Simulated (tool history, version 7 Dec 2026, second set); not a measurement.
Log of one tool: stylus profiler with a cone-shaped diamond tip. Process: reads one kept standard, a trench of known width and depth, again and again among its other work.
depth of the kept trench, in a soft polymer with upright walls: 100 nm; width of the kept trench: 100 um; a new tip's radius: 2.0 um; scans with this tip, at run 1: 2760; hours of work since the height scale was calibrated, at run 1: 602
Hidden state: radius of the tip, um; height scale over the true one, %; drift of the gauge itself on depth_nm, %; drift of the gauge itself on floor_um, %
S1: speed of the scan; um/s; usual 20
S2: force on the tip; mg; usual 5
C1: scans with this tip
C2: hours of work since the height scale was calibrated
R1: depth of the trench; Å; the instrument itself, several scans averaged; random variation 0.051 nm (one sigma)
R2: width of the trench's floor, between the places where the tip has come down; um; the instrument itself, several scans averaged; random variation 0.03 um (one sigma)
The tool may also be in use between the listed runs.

run 1 hour=0 | S1=20 S2=5 | C1=2760 C2=602 | R1=1020 R2=98.7
run 2 hour=55.4 | S1=20 S2=5 | C1=2905 C2=634 | R1=1019.5 R2=98.68
run 3 hour=149.7 | S1=20 S2=5 | C1=3152 C2=688 | R1=1018.5 R2=98.68
run 4 hour=272.7 | S1=20 S2=2.33 | C1=3474 C2=758 | R1=1013.1 R2=98.7
run 5 hour=345.5 | S1=20 S2=5 | C1=3665 C2=800 | R1=1020 R2=98.68
run 6 hour=467.8 | S1=20 S2=5 | C1=3986 C2=870 | R1=1019.5 R2=98.64
run 7 hour=552 | S1=20 S2=5 | C1=4206 C2=918 | R1=1020 R2=98.59
run 8 hour=655.5 | S1=16 S2=5 | C1=4478 C2=978 | R1=1021.4 R2=98.63
run 9 hour=726.9 | S1=24 S2=5 | C1=4665 C2=1018 | R1=1020.7 R2=98.7
run 10 hour=792.9 | S1=6 S2=2.06 | C1=4838 C2=1056 | R1=1013.5 R2=98.64
run 11 hour=847.7 | S1=64 S2=1.69 | C1=4981 C2=1088 | R1=1012.2 R2=98.5
run 12 hour=910.5 | S1=22 S2=8.74 | C1=5146 C2=1123 | R1=1028.3 R2=98.64
run 13 hour=994 | S1=6 S2=6.54 | C1=5365 C2=1171 | R1=1024.8 R2=98.62
run 14 hour=1078 | S1=8 S2=5 | C1=5585 C2=1219 | R1=1022.1 R2=98.61
run 15 hour=1192.9 | S1=15 S2=3.04 | C1=5886 C2=1285 | R1=1016.5 R2=98.6

5 ways to go on from here, each from the tool as it stands after run 15. What would each give?
run A hour=1303.4 | S1=15 S2=4.27 | C1=6176 C2=1348 | R1=? R2=?
run B hour=1303.4 | S1=19 S2=2.94 | C1=6176 C2=1348 | R1=? R2=?
run C hour=1303.4 | S1=6 S2=3.84 | C1=6176 C2=1348 | R1=? R2=?
run D hour=1303.4 | S1=52 S2=3.28 | C1=6176 C2=1348 | R1=? R2=?
run E hour=1303.4 | S1=40 S2=9.34 | C1=6176 C2=1348 | R1=? R2=?

run=A R1=1019.8 R2=98.63
run=B R1=1017.1 R2=98.58
run=C R1=1018.9 R2=98.62
run=D R1=1017.5 R2=98.49
run=E R1=1031.5 R2=98.59
Without the tool's hidden state the same runs would have given:
run=A R1=1014.8 R2=98.76
run=B R1=1012.1 R2=98.71
run=C R1=1013.9 R2=98.75
run=D R1=1012.5 R2=98.62
run=E R1=1026.4 R2=98.72
